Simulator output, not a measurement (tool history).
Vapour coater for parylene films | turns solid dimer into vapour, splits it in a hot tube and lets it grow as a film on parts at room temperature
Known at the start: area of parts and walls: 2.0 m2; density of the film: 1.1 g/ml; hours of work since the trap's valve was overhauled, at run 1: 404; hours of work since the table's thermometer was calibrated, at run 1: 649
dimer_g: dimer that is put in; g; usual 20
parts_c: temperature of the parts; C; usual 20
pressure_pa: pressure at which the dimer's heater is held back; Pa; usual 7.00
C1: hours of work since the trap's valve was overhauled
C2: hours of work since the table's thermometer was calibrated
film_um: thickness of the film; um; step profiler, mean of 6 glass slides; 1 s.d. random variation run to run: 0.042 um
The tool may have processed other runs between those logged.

run 1 day=0.000 | dimer_g=20 parts_c=20 pressure_pa=7.00 | C1=404 C2=649 | film_um=4.78
-- day=0.312 trap's valve overhauled
run 2 day=2.458 | dimer_g=20 parts_c=20 pressure_pa=7.00 | C1=34 C2=686 | film_um=4.27
-- day=4.692 trap's valve overhauled, once more
run 3 day=4.692 | dimer_g=20 parts_c=20 pressure_pa=7.00 | C1=0 C2=719 | film_um=5.53
run 4 day=6.358 | dimer_g=20 parts_c=20 pressure_pa=7.00 | C1=27 C2=745 | film_um=5.53
run 5 day=7.550 | dimer_g=20 parts_c=20 pressure_pa=7.00 | C1=46 C2=764 | film_um=5.42
run 6 day=9.200 | dimer_g=20 parts_c=20 pressure_pa=7.00 | C1=72 C2=791 | film_um=5.35
run 7 day=11.004 | dimer_g=20 parts_c=20 pressure_pa=7.00 | C1=101 C2=820 | film_um=5.35
run 8 day=12.867 | dimer_g=20 parts_c=20 pressure_pa=7.00 | C1=131 C2=849 | film_um=5.35
run 9 day=14.417 | dimer_g=20 parts_c=20 pressure_pa=7.00 | C1=156 C2=874 | film_um=5.33
run 10 day=16.092 | dimer_g=20 parts_c=20 pressure_pa=7.00 | C1=182 C2=901 | film_um=5.30
run 11 day=18.367 | dimer_g=12 parts_c=20 pressure_pa=9.66 | C1=219 C2=937 | film_um=2.94

Run 12 has not been measured yet. What should we expect?
run 12 day=19.900 | dimer_g=12 parts_c=20 pressure_pa=9.66 | C1=243 C2=962 | film_um=?

film_um: 2.90 um
With the hidden condition absent and the run-to-run variation left alone, this run would have shown film_um 3.12 um.

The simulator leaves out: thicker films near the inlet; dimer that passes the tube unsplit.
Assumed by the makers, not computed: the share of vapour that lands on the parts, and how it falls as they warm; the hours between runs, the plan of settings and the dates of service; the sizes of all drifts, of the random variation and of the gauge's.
